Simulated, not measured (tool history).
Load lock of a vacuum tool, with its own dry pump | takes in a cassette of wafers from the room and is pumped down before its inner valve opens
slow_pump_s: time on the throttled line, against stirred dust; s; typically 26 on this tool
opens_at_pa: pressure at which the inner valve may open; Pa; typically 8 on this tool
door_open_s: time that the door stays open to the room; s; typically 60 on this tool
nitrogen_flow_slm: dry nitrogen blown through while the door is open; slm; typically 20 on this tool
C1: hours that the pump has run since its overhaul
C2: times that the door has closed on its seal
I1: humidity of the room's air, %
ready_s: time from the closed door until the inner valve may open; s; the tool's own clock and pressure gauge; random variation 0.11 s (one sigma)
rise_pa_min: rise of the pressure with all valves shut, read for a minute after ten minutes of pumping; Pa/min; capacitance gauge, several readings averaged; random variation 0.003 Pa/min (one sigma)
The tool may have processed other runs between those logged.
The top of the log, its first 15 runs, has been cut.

run 16 day=101.883 | slow_pump_s=18 opens_at_pa=8 door_open_s=38 nitrogen_flow_slm=20 | C1=16589 C2=33257 | I1=43.4 | ready_s=34.2 rise_pa_min=0.116
run 17 day=107.312 | slow_pump_s=18 opens_at_pa=8 door_open_s=38 nitrogen_flow_slm=20 | C1=16719 C2=33647 | I1=44.5 | ready_s=34.5 rise_pa_min=0.12
run 18 day=113.154 | slow_pump_s=18 opens_at_pa=8 door_open_s=38 nitrogen_flow_slm=20 | C1=16859 C2=34066 | I1=48.5 | ready_s=34.5 rise_pa_min=0.119
run 19 day=123.217 | slow_pump_s=26 opens_at_pa=8 door_open_s=48 nitrogen_flow_slm=7 | C1=17101 C2=34788 | I1=41.9 | ready_s=41 rise_pa_min=0.142
run 20 day=130.721 | slow_pump_s=26 opens_at_pa=8 door_open_s=131 nitrogen_flow_slm=7 | C1=17281 C2=35327 | I1=43.6 | ready_s=41.1 rise_pa_min=0.151
run 21 day=137.842 | slow_pump_s=26 opens_at_pa=8 door_open_s=233 nitrogen_flow_slm=10 | C1=17452 C2=35838 | I1=42.2 | ready_s=41.4 rise_pa_min=0.155
run 22 day=143.767 | slow_pump_s=32 opens_at_pa=8 door_open_s=33 nitrogen_flow_slm=20 | C1=17594 C2=36264 | I1=42.6 | ready_s=45.9 rise_pa_min=0.137
run 23 day=148.792 | slow_pump_s=14 opens_at_pa=13 door_open_s=193 nitrogen_flow_slm=9 | C1=17715 C2=36624 | I1=43.7 | ready_s=30 rise_pa_min=0.157
run 24 day=153.5 | slow_pump_s=14 opens_at_pa=13 door_open_s=193 nitrogen_flow_slm=9 | C1=17828 C2=36963 | I1=43.4 | ready_s=30.2 rise_pa_min=0.164
run 25 day=164.15 | slow_pump_s=14 opens_at_pa=13 door_open_s=193 nitrogen_flow_slm=9 | C1=18083 C2=37727 | I1=45.9 | ready_s=30.3 rise_pa_min=0.163
run 26 day=169.896 | slow_pump_s=14 opens_at_pa=13 door_open_s=28 nitrogen_flow_slm=28 | C1=18221 C2=38139 | I1=42.1 | ready_s=30.4 rise_pa_min=0.141
run 27 day=175.938 | slow_pump_s=14 opens_at_pa=6 door_open_s=86 nitrogen_flow_slm=8 | C1=18366 C2=38573 | I1=44.1 | ready_s=32.3 rise_pa_min=0.161
run 28 day=180.729 | slow_pump_s=14 opens_at_pa=6 door_open_s=86 nitrogen_flow_slm=8 | C1=18481 C2=38917 | I1=43.5 | ready_s=32.1 rise_pa_min=0.162
run 29 day=186.338 | slow_pump_s=14 opens_at_pa=6 door_open_s=86 nitrogen_flow_slm=8 | C1=18616 C2=39320 | I1=47.2 | ready_s=32.2 rise_pa_min=0.168
-- day=187.454 dry pump taken out, an overhauled one fitted
run 30 day=191.854 | slow_pump_s=16 opens_at_pa=8 door_open_s=141 nitrogen_flow_slm=20 | C1=106 C2=39698 | I1=44.1 | ready_s=31 rise_pa_min=0.158
run 31 day=201.017 | slow_pump_s=16 opens_at_pa=8 door_open_s=141 nitrogen_flow_slm=20 | C1=326 C2=40356 | I1=42.3 | ready_s=30.9 rise_pa_min=0.156
run 32 day=210.15 | slow_pump_s=16 opens_at_pa=8 door_open_s=141 nitrogen_flow_slm=20 | C1=545 C2=41012 | I1=46.8 | ready_s=30.9 rise_pa_min=0.16
run 33 day=215.158 | slow_pump_s=26 opens_at_pa=8 door_open_s=60 nitrogen_flow_slm=20 | C1=665 C2=41371 | I1=48.1 | ready_s=39.4 rise_pa_min=0.154
run 34 day=226.171 | slow_pump_s=46 opens_at_pa=8 door_open_s=116 nitrogen_flow_slm=20 | C1=929 C2=42162 | I1=45.3 | ready_s=56.2 rise_pa_min=0.162
run 35 day=237.162 | slow_pump_s=44 opens_at_pa=12 door_open_s=46 nitrogen_flow_slm=42 | C1=1193 C2=42951 | I1=43.8 | ready_s=53.4 rise_pa_min=0.156

Run 36 is up next; what results do you expect?
run 36 day=247.696 | slow_pump_s=26 opens_at_pa=8 door_open_s=60 nitrogen_flow_slm=24 | C1=1446 C2=43707 | I1=43.2 | ready_s=? rise_pa_min=?

ready_s: 39.5 s
rise_pa_min: 0.172 Pa/min
Take away the tool's hidden state, keep the run-to-run variation as it was, and the same run would have given ready_s 39.5 s, rise_pa_min 0.024 Pa/min.
